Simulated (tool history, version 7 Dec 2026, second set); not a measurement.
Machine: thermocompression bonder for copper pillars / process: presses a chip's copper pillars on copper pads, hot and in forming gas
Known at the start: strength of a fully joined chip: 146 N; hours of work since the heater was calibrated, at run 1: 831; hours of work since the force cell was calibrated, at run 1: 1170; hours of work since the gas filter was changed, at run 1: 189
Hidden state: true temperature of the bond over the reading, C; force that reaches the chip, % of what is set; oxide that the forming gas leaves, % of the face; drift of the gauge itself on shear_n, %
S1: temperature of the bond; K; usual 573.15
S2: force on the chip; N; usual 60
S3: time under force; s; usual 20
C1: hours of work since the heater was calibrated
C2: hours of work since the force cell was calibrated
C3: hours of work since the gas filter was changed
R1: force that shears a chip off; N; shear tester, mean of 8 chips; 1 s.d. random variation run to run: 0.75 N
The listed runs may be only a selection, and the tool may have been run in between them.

Run 1, day 0: usual settings; C1 831; C2 1170; C3 189. Result: R1 87.9 N.
Run 2, day 2.421: usual settings; C1 859; C2 1198; C3 217. Result: R1 89 N.
Run 3, day 5.496: usual settings; C1 895; C2 1233; C3 253. Result: R1 84.2 N.
Run 4, day 7.033: usual settings but S1 583.15 K; C1 913; C2 1251; C3 271. Result: R1 93.5 N.
At day 7.792: force cell calibrated.
Run 5, day 9.529: usual settings but S1 583.15 K; C1 941; C2 20; C3 299. Result: R1 90.1 N.
Run 6, day 12.121: usual settings but S1 575.15 K, S2 71 N, S3 15 s; C1 971; C2 50; C3 329. Result: R1 83.8 N.
At day 14.4: forming gas filter changed.
Run 7, day 14.417: usual settings but S1 594.15 K, S2 74 N, S3 45 s; C1 997; C2 77; C3 0. Result: R1 132.7 N.

What will run 8 give?
Run 8, day 16.962: usual settings but S1 594.15 K, S2 74 N, S3 45 s; C1 1027; C2 106; C3 30. Result: R1 ?.

Run 8 yielded R1 134.4 N.
Without the tool's hidden state the same run would have given R1 132.7 N.
